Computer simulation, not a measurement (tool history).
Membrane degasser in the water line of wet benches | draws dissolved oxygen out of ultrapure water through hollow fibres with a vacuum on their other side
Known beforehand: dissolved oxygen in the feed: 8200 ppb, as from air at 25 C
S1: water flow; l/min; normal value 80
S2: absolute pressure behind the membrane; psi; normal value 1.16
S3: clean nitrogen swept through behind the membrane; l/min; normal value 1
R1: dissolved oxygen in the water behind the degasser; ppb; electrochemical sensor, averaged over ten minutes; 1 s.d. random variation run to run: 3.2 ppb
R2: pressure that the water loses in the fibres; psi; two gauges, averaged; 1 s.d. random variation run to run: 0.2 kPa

{"run": 1, "hour": 0.0, "S1": 80, "S2": 1.16, "S3": 1, "R1": 648.9, "R2": 6.839}
{"run": 2, "hour": 143.2, "S1": 80, "S2": 1.16, "S3": 0.88, "R1": 699.5, "R2": 6.825}
{"run": 3, "hour": 368.3, "S1": 80, "S2": 1.16, "S3": 0.88, "R1": 693.7, "R2": 6.875}
{"run": 4, "hour": 550.7, "S1": 80, "S2": 1.16, "S3": 0.88, "R1": 701.6, "R2": 6.834}
{"run": 5, "hour": 689.9, "S1": 80, "S2": 1.16, "S3": 0.88, "R1": 708.7, "R2": 6.86}
{"run": 6, "hour": 920.5, "S1": 80, "S2": 1.16, "S3": 0.88, "R1": 703.5, "R2": 6.875}
{"run": 7, "hour": 1094.3, "S1": 80, "S2": 1.16, "S3": 0.88, "R1": 703.5, "R2": 6.812}
{"hour": 1233.0, "done": "vacuum gauge calibrated"}
{"run": 8, "hour": 1281.8, "S1": 80, "S2": 1.16, "S3": 0.88, "R1": 712.1, "R2": 6.836}
{"run": 9, "hour": 1390.7, "S1": 80, "S2": 1.16, "S3": 1, "R1": 652.8, "R2": 6.818}
{"run": 10, "hour": 1577.5, "S1": 80, "S2": 1.16, "S3": 1, "R1": 656.9, "R2": 6.881}
{"run": 11, "hour": 1712.3, "S1": 80, "S2": 1.16, "S3": 1, "R1": 655.6, "R2": 6.837}
{"run": 12, "hour": 1966.7, "S1": 80, "S2": 1.16, "S3": 1, "R1": 660.1, "R2": 6.875}
{"run": 13, "hour": 2123.5, "S1": 80, "S2": 1.16, "S3": 0.53, "R1": 917.4, "R2": 6.847}
{"run": 14, "hour": 2357.1, "S1": 80, "S2": 1.16, "S3": 1, "R1": 658.6, "R2": 6.889}
{"run": 15, "hour": 2524.6, "S1": 80, "S2": 1.16, "S3": 1, "R1": 661.8, "R2": 6.917}
{"hour": 2699.1, "done": "vacuum gauge calibrated, once more"}
{"run": 16, "hour": 2699.1, "S1": 80, "S2": 0.985, "S3": 1, "R1": 492.1, "R2": 6.876}
{"run": 17, "hour": 2952.2, "S1": 80, "S2": 1.16, "S3": 1, "R1": 637.8, "R2": 6.91}
{"run": 18, "hour": 3165.1, "S1": 119, "S2": 1.16, "S3": 1, "R1": 833, "R2": 10.25}
{"run": 19, "hour": 3290.7, "S1": 96, "S2": 2.889, "S3": 1.18, "R1": 1913.3, "R2": 8.251}
{"run": 20, "hour": 3482.2, "S1": 51, "S2": 2.096, "S3": 0.55, "R1": 1453.5, "R2": 4.366}
{"run": 21, "hour": 3711.3, "S1": 66, "S2": 0.715, "S3": 1.49, "R1": 174.2, "R2": 5.684}
{"run": 22, "hour": 3944.5, "S1": 61, "S2": 1.159, "S3": 0.4, "R1": 888.1, "R2": 5.263}
{"run": 23, "hour": 4054.8, "S1": 105, "S2": 1.16, "S3": 2.97, "R1": 399.2, "R2": 9.055}
{"run": 24, "hour": 4275.5, "S1": 84, "S2": 1.047, "S3": 2.65, "R1": 301.2, "R2": 7.274}
{"hour": 4403.3, "done": "seals of the vacuum lines changed"}
{"run": 25, "hour": 4485.6, "S1": 84, "S2": 1.047, "S3": 2.65, "R1": 300.6, "R2": 7.263}
{"run": 26, "hour": 4711.5, "S1": 111, "S2": 0.988, "S3": 1, "R1": 636.2, "R2": 9.541}
{"run": 27, "hour": 4955.5, "S1": 111, "S2": 0.988, "S3": 0.57, "R1": 823.3, "R2": 9.554}
{"run": 28, "hour": 5130.5, "S1": 80, "S2": 1.16, "S3": 2.6, "R1": 339.2, "R2": 6.944}
{"run": 29, "hour": 5362.5, "S1": 80, "S2": 1.16, "S3": 2.6, "R1": 340.3, "R2": 6.979}
{"run": 30, "hour": 5511.7, "S1": 80, "S2": 1.16, "S3": 2.6, "R1": 343.7, "R2": 6.936}
{"run": 31, "hour": 5715.0, "S1": 58, "S2": 1.472, "S3": 2.81, "R1": 332.9, "R2": 5.027}
{"run": 32, "hour": 5863.0, "S1": 95, "S2": 2.174, "S3": 2.81, "R1": 815.5, "R2": 8.19}
{"run": 33, "hour": 6069.4, "S1": 95, "S2": 2.174, "S3": 2.81, "R1": 815, "R2": 8.257}

Consider 3 possible next runs. They are alternatives, not a sequence: every one starts from the tool as it was left by run 33. What does each give?
{"hour": 6268.7, "done": "vacuum gauge calibrated"}
{"run": "A", "hour": 6296.0, "S1": 109, "S2": 2.003, "S3": 1.96, "R1": "?", "R2": "?"}
{"hour": 6268.7, "done": "vacuum gauge calibrated"}
{"run": "B", "hour": 6296.0, "S1": 51, "S2": 1.736, "S3": 0.41, "R1": "?", "R2": "?"}
{"hour": 6268.7, "done": "vacuum gauge calibrated"}
{"run": "C", "hour": 6296.0, "S1": 80, "S2": 2.88, "S3": 0.57, "R1": "?", "R2": "?"}

run=A R1=1055.3 R2=9.514
run=B R1=1387.4 R2=4.47
run=C R1=2539.1 R2=6.93
Stripped of hidden state, with their random variation kept, the same runs would have yielded:
run=A R1=1046.2 R2=9.217
run=B R1=1388.3 R2=4.331
run=C R1=2539.6 R2=6.714
